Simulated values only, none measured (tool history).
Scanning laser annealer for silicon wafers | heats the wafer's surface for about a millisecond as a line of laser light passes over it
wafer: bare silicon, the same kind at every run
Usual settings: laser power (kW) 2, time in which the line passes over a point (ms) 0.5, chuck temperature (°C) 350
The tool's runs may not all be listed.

run,hour,laser power (kW),time in which the line passes over a point (ms),chuck temperature (°C),highest temperature of the surface (°C)
1,0,2,0.5,350,1155
2,11.3,2,0.5,318,1123
3,20.3,2,0.5,350,1154
4,30.9,2,0.5,350,1155
5,43.9,2.175,0.5,350,1236
6,52.6,2.175,0.5,350,1232
7,61.9,2.175,0.5,350,1234
8,68.4,1.869,0.5,350,1095
9,80.1,2.168,0.5,350,1231
10,87.8,2.168,0.5,350,1232
11,94.8,2,0.559,350,1194
12,105.3,2,0.5,329,1134
13,116.6,2,0.5,329,1132
14,126.7,2,0.5,313,1117
15,136.7,2.116,0.5,350,1209
16,142.4,2.159,0.5,350,1227
17,155.1,1.906,0.5,350,1110
18,164.5,1.906,0.5,350,1113
19,175.7,2.132,0.5,350,1215
20,181.8,2.132,0.5,350,1216
21,191.2,1.968,0.471,350,1116
22,198.9,1.949,0.471,364,1122
23,204.7,1.949,0.471,339,1098
24,216.9,1.932,0.5,346,1119
25,229.5,1.932,0.5,372,1143
26,235.3,1.932,0.5,372,1145
27,247.6,2.165,0.5,385,1265
28,255.7,2.146,0.497,337,1205
29,266,2.146,0.446,335,1162
30,275.9,1.874,0.5,350,1094
31,283.5,1.874,0.5,350,1092
32,290.4,2,0.418,350,1091
33,299.6,2.005,0.6,333,1207
34,311.7,2.005,0.6,333,1209
35,320.6,2.072,0.486,383,1205
36,331.3,2,0.5,357,1158
37,340.3,1.734,0.52,312,1006
38,353.2,1.734,0.52,312,1006
39,362.9,1.734,0.52,312,1006
40,372.9,2.085,0.409,312,1080

Forecast each of these 5 alternatives for the next run:
A,382.7,1.867,0.5,355,?
B,382.7,2.021,0.367,312,?
C,382.7,2.025,0.588,312,?
D,382.7,2.085,0.409,313,?
E,382.7,2.085,0.378,327,?

run,highest temperature of the surface (°C)
A,1093
B,1015
C,1188
D,1080
E,1066
Without the tool's hidden state the same runs would have given:
run,highest temperature of the surface (°C)
A,1096
B,1017
C,1191
D,1083
E,1068
